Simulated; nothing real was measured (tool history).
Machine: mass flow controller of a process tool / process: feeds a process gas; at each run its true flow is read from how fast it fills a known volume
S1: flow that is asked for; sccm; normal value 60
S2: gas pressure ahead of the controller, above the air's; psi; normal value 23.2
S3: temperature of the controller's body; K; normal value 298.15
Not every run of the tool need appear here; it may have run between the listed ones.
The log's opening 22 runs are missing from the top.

Run 23, hour 3161.8: usual settings but S1 104 sccm, S2 30 psi, S3 307.15 K. Result: true flow (%) 99.64.
Run 24, hour 3335.4: usual settings but S2 35.8 psi. Result: true flow (%) 99.17.
Run 25, hour 3511.9: usual settings but S2 35.8 psi. Result: true flow (%) 99.19.
Run 26, hour 3679.1: usual settings but S2 35.8 psi. Result: true flow (%) 99.02.
Run 27, hour 3803.7: usual settings but S2 29 psi, S3 299.15 K. Result: true flow (%) 98.7.
Run 28, hour 3950.1: usual settings but S2 29 psi, S3 299.15 K. Result: true flow (%) 98.55.
Run 29, hour 4112: usual settings but S2 29 psi, S3 299.15 K. Result: true flow (%) 98.63.
Run 30, hour 4199.1: usual settings but S2 29 psi, S3 299.15 K. Result: true flow (%) 98.54.
Run 31, hour 4340.6: usual settings but S2 32.5 psi, S3 297.15 K. Result: true flow (%) 98.36.
Run 32, hour 4488: usual settings but S2 24.8 psi, S3 293.15 K. Result: true flow (%) 98.02.
Run 33, hour 4668.9: usual settings but S2 24.8 psi, S3 293.15 K. Result: true flow (%) 97.93.
Run 34, hour 4819.7: usual settings but S1 120 sccm, S2 36.1 psi, S3 303.15 K. Result: true flow (%) 98.45.
Run 35, hour 4925.7: usual settings but S1 120 sccm, S2 36.1 psi, S3 303.15 K. Result: true flow (%) 98.35.
Run 36, hour 5031.7: usual settings but S1 120 sccm, S2 36.1 psi, S3 303.15 K. Result: true flow (%) 98.41.

Here are 4 independent what-if runs from the current tool condition. What would each one return?
Run A, hour 5114.9: usual settings but S1 46 sccm, S2 21 psi, S3 304.15 K. Result: true flow (%) ?.
Run B, hour 5114.9: usual settings but S2 20.7 psi, S3 301.15 K. Result: true flow (%) ?.
Run C, hour 5114.9: usual settings but S2 29.4 psi. Result: true flow (%) ?.
Run D, hour 5114.9: usual settings but S1 147 sccm, S2 20.7 psi, S3 302.15 K. Result: true flow (%) ?.

run  true flow (%)
  A          97.82
  B          97.82
  C          97.79
  D          98.07
Stripped of hidden state, with their random variation kept, the same runs would have yielded:
run  true flow (%)
  A          99.58
  B          99.58
  C          99.55
  D          99.84
